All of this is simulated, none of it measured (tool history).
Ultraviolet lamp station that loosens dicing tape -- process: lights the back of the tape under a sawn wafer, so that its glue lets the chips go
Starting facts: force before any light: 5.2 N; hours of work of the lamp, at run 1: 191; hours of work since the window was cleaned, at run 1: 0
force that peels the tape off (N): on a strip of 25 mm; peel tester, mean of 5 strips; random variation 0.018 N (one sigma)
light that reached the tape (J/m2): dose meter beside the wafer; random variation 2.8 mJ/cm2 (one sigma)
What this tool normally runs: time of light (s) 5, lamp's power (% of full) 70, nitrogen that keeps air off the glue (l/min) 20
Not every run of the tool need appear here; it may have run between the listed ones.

run	hour	time of light (s)	lamp's power (% of full)	nitrogen that keeps air off the glue (l/min)	hours of work of the lamp	hours of work since the window was cleaned	force that peels the tape off (N)	light that reached the tape (J/m2)
1	0	5	70	20	191	0	1.014	3610
2	37.3	5	70	20	213	23	1.017	3490
3	81.6	5	70	20	240	49	1.02	3500
4	141.7	5	70	20	276	86	1.048	3400
5	180.7	5	70	8	300	110	1.551	3360
6	228.9	5	97	8	329	139	1.006	4580
7	295.3	5	97	8	370	179	1.103	4430
8	324.9	5	94	8	388	197	1.165	4210
9	363.1	5	94	8	411	220	1.182	4180
# hour 408.2: window cleaned of glue's vapour
10	436	5	94	8	455	17	1.141	4290
11	465.8	5	94	8	473	35	1.151	4290
12	500.7	5	70	20	494	56	1.165	3140
13	531.8	5	71	20	513	75	1.206	3130
14	567.6	5	71	20	535	97	1.247	3080
15	636.7	5	71	20	576	139	1.295	2970
16	697.8	5	70	20	613	176	1.317	2890
17	741	5	70	20	640	202	1.382	2870
18	775.2	5	70	34	660	223	1.174	2820
# hour 816.3: window cleaned of glue's vapour
19	840.1	5	70	34	699	14	1.168	2880
20	899.7	5	70	7	736	51	1.978	2870
21	959.5	5	70	7	772	87	2.03	2750
22	1024.2	5	70	7	811	126	2.118	2660
23	1096.1	5	70	7	855	170	2.137	2590
24	1125.9	2	67	8	873	188	3.63	990
25	1191.1	2	67	8	912	227	3.724	950
# hour 1221.4: window cleaned of glue's vapour
26	1222.9	2	67	8	931	1	3.725	1020
27	1265.7	2	67	8	957	27	3.627	930
28	1321.9	3	80	14	991	61	2.515	1650
29	1363.4	3	84	15	1017	86	2.401	1740
30	1432	3	84	15	1058	128	2.434	1700
31	1483.4	3	84	15	1089	159	2.534	1600
# hour 1500.4: lamp changed
32	1545.4	3	84	15	27	196	1.723	2600
33	1580.2	3	84	15	48	217	1.717	2560
34	1617	3	78	28	71	239	1.557	2310
# hour 1628.6: window cleaned of glue's vapour
35	1681.5	5	83	20	110	32	0.741	4320
36	1753.5	9	75	20	153	76	0.323	6810
37	1820	9	75	20	194	116	0.364	6640
38	1858.1	9	75	20	217	139	0.356	6560
39	1898.5	8	72	14	241	164	0.571	5560
40	1950.6	8	72	14	273	195	0.606	5460
41	1996.2	5	70	7	300	223	1.63	3240
# hour 2037.1: window cleaned of glue's vapour
42	2057.1	5	70	15	337	12	1.21	3330
43	2106.5	5	96	33	367	42	0.558	4510
44	2154.8	2	70	12	396	71	3.056	1300

Forecast each of these 3 alternatives for the next run:
A	2212.4	4	70	12	431	106	?	?
B	2212.4	4	70	8	431	106	?	?
C	2212.4	5	76	32	431	106	?	?

run	force that peels the tape off (N)	light that reached the tape (J/m2)
A	1.794	2530
B	2.111	2540
C	0.887	3440
With the hidden condition removed and each run's random variation left untouched, the same runs would have given:
run	force that peels the tape off (N)	light that reached the tape (J/m2)
A	1.437	3100
B	1.731	3110
C	0.631	4220
